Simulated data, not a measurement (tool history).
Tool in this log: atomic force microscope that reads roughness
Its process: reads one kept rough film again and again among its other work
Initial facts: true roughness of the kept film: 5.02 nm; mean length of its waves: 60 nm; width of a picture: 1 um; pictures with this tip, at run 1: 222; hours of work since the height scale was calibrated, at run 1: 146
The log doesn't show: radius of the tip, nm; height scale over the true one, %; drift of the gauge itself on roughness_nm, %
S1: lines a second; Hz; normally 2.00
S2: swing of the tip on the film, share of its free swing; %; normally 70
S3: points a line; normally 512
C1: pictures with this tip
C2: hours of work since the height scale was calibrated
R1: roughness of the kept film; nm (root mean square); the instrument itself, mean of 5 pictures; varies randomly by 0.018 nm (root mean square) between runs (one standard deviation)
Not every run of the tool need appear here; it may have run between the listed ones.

| run | hour | S1 | S2 | S3 | C1 | C2 | R1 |
|---|---|---|---|---|---|---|---|
| 1 | 0.0 | 2.00 | 70 | 512 | 222 | 146 | 4.340 |
| 2 | 14.1 | 2.00 | 70 | 512 | 235 | 152 | 4.345 |
| 3 | 26.8 | 2.00 | 58 | 512 | 246 | 157 | 4.421 |
| 4 | 41.1 | 2.00 | 58 | 512 | 259 | 163 | 4.410 |
| 5 | 49.5 | 2.00 | 70 | 512 | 267 | 167 | 4.293 |
| 6 | 69.1 | 2.00 | 73 | 512 | 284 | 175 | 4.264 |
| 7 | 78.2 | 2.00 | 59 | 512 | 292 | 179 | 4.414 |
| 8 | 96.8 | 2.00 | 59 | 512 | 309 | 187 | 4.366 |
| 9 | 110.7 | 2.65 | 59 | 512 | 321 | 193 | 4.314 |
| 10 | 123.1 | 2.65 | 59 | 512 | 332 | 199 | 4.344 |
| 11 | 131.4 | 2.65 | 59 | 512 | 340 | 202 | 4.339 |
| 12 | 146.4 | 2.65 | 59 | 512 | 353 | 209 | 4.315 |
| 13 | 155.1 | 2.65 | 59 | 512 | 361 | 212 | 4.304 |
| 14 | 170.0 | 2.65 | 59 | 512 | 374 | 219 | 4.289 |
| 15 | 177.8 | 1.54 | 59 | 423 | 381 | 222 | 4.397 |
|  | 184.1 | new tip fitted |
| 16 | 196.3 | 3.12 | 70 | 905 | 10 | 230 | 4.377 |
| 17 | 212.3 | 3.12 | 70 | 905 | 25 | 237 | 4.325 |
| 18 | 224.9 | 2.93 | 70 | 512 | 36 | 242 | 4.384 |
| 19 | 237.1 | 2.93 | 70 | 512 | 47 | 247 | 4.372 |
| 20 | 246.0 | 2.00 | 85 | 500 | 55 | 251 | 4.191 |
| 21 | 261.4 | 2.05 | 61 | 419 | 69 | 258 | 4.524 |

Predict each of these 4 candidate next runs independently; none follows another, all start after run 21:
| A | 273.0 | 2.05 | 61 | 871 | 79 | 263 | ? |
| B | 273.0 | 3.15 | 70 | 512 | 79 | 263 | ? |
| C | 273.0 | 2.05 | 76 | 551 | 79 | 263 | ? |
| D | 273.0 | 3.79 | 82 | 442 | 79 | 263 | ? |

| run | R1 |
|---|---|
| A | 4.537 |
| B | 4.351 |
| C | 4.368 |
| D | 3.943 |
What these runs would have given with no unlogged condition in the tool:
| run | R1 |
|---|---|
| A | 4.610 |
| B | 4.421 |
| C | 4.438 |
| D | 4.007 |

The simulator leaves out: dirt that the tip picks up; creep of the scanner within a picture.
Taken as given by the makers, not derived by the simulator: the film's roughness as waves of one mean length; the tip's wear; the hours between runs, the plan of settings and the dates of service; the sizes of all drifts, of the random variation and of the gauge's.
